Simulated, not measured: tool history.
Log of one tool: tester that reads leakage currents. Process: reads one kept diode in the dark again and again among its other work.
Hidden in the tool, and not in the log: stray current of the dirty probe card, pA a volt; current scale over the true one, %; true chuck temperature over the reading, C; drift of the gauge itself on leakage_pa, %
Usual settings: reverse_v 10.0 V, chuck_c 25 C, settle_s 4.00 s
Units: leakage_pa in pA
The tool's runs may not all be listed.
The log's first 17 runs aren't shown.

run    hour  reverse_v  chuck_c  settle_s  hours of work since the probe card was cleaned  hours of work since the tester was calibrated  hours of work since the chuck was calibrated  leakage_pa
     1138.8  -- chuck's temperature calibrated
 18  1140.0       10.0       25      4.00                                             478                                           2581                                             1      267.24
 19  1214.9       10.0       25      4.00                                             523                                           2626                                            46      268.28
 20  1279.9       10.0       25      4.00                                             562                                           2665                                            85      270.52
 21  1331.6       10.0       25      0.85                                             593                                           2696                                           116      271.23
 22  1372.9       10.0       25      0.85                                             618                                           2721                                           141      274.42
 23  1444.1       10.0       43      5.58                                             661                                           2764                                           183      901.82
 24  1483.1        1.3       24      4.64                                             684                                           2787                                           207       98.39
 25  1543.5       10.0       48      4.00                                             721                                           2824                                           243     1240.82
 26  1589.6        6.3       52      5.80                                             748                                           2851                                           271     1282.89
 27  1677.5        6.7       52      5.80                                             801                                           2904                                           323     1326.40
 28  1733.4       10.0       44      4.00                                             834                                           2938                                           357      974.94
 29  1812.7        1.4       36      4.00                                             882                                           2985                                           405      237.52

Run 30 comes next. What will it give?
 30  1897.9        3.4       25      0.74                                             933                                           3036                                           456           ?

leakage_pa: 170.88 pA
Without the tool's hidden state the same run would have given leakage_pa 157.80 pA.

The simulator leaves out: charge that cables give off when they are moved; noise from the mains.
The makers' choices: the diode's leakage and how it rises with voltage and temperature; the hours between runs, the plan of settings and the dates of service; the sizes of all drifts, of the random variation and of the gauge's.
